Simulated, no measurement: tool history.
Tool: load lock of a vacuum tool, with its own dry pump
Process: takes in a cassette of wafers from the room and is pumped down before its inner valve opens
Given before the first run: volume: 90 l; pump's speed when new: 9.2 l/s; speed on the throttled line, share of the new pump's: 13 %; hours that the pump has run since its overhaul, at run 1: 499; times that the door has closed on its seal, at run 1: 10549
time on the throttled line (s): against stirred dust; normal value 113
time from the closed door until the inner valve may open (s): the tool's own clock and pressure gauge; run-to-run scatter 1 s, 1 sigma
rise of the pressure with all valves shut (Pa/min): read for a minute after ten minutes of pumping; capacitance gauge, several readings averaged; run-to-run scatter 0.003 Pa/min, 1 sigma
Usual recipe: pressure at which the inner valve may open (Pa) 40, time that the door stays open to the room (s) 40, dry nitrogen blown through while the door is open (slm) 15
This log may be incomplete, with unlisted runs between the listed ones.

run,hour,time on the throttled line (s),pressure at which the inner valve may open (Pa),time that the door stays open to the room (s),dry nitrogen blown through while the door is open (slm),hours that the pump has run since its overhaul,times that the door has closed on its seal,"incoming humidity of the room's air, %",time from the closed door until the inner valve may open (s),rise of the pressure with all valves shut (Pa/min)
1,0.0,113,40,40,15,499,10549,43.5,174.5,0.038
2,70.3,113,29,40,15,569,10677,42.2,177.9,0.035
3,168.5,134,40,40,15,667,10855,43.8,193.5,0.036
4,232.5,113,40,40,27,731,10970,44.5,176.1,0.040
5,326.4,113,40,40,27,825,11140,44.9,174.4,0.041
6,395.1,113,40,40,27,894,11265,45.5,175.6,0.040
7,476.1,113,40,40,27,975,11411,43.5,176.3,0.040
8,571.8,113,40,40,27,1071,11585,43.1,175.1,0.041
9,693.0,113,40,40,27,1192,11804,45.2,176.7,0.043
10,829.5,113,40,40,27,1328,12051,41.9,175.9,0.039
11,923.5,154,40,40,15,1422,12221,43.1,210.9,0.040
12,1063.3,113,40,40,15,1562,12475,45.4,175.6,0.040
13,1192.2,113,40,40,15,1691,12708,45.6,173.5,0.043
14,1310.7,113,40,40,17,1810,12923,44.6,176.1,0.049
15,1441.9,113,40,40,17,1941,13160,42.2,177.6,0.046
16,1561.1,113,40,40,17,2060,13376,42.1,174.4,0.046
17,1694.9,113,40,40,15,2194,13618,45.6,176.2,0.051
18,1822.6,113,40,40,15,2321,13849,44.5,174.7,0.050
19,1900.6,68,48,49,4,2400,13991,45.0,135.6,0.055
20,2005.1,67,40,89,31,2504,14180,44.9,135.5,0.049
21,2069.1,67,40,89,31,2568,14296,43.8,137.3,0.054
22,2134.3,67,40,89,31,2633,14414,43.7,137.7,0.053
23,2203.6,67,39,89,9,2702,14539,43.2,136.5,0.059
24,2270.1,115,37,40,15,2769,14660,43.4,179.0,0.047
25,2388.6,115,37,34,15,2888,14874,41.2,179.1,0.056
26,2475.0,115,37,34,15,2974,15031,40.8,179.4,0.046
27,2541.4,115,37,34,15,3040,15151,44.2,179.2,0.052
28,2646.2,115,46,34,15,3145,15341,45.7,177.4,0.052
29,2744.7,115,77,165,15,3244,15519,47.7,170.1,0.071
30,2844.1,169,40,40,15,3343,15699,42.7,224.5,0.060
31,2933.0,122,40,40,15,3432,15860,44.0,183.5,0.058
32,3059.9,113,40,27,15,3559,16089,45.7,178.2,0.051
33,3142.6,113,40,27,15,3641,16239,43.4,178.2,0.055
34,3212.6,113,47,149,6,3711,16366,43.1,175.6,0.077
35,3330.1,113,47,149,6,3829,16579,45.1,174.5,0.079
36,3404.1,113,47,149,6,3903,16713,42.3,174.9,0.079

Predict each of these 4 candidate next runs independently; none follows another, all start after run 36:
A,3493.2,113,47,149,33,3992,16874,44.4,?,?
B,3493.2,61,40,40,15,3992,16874,43.5,?,?
C,3493.2,220,51,149,37,3992,16874,43.5,?,?
D,3493.2,197,79,31,15,3992,16874,46.9,?,?

run,time from the closed door until the inner valve may open (s),rise of the pressure with all valves shut (Pa/min)
A,175.4,0.064
B,132.5,0.063
C,267.9,0.060
D,242.8,0.055
With no hidden state in the tool, these same runs would have given:
run,time from the closed door until the inner valve may open (s),rise of the pressure with all valves shut (Pa/min)
A,174.2,0.019
B,131.1,0.019
C,266.9,0.015
D,241.8,0.011
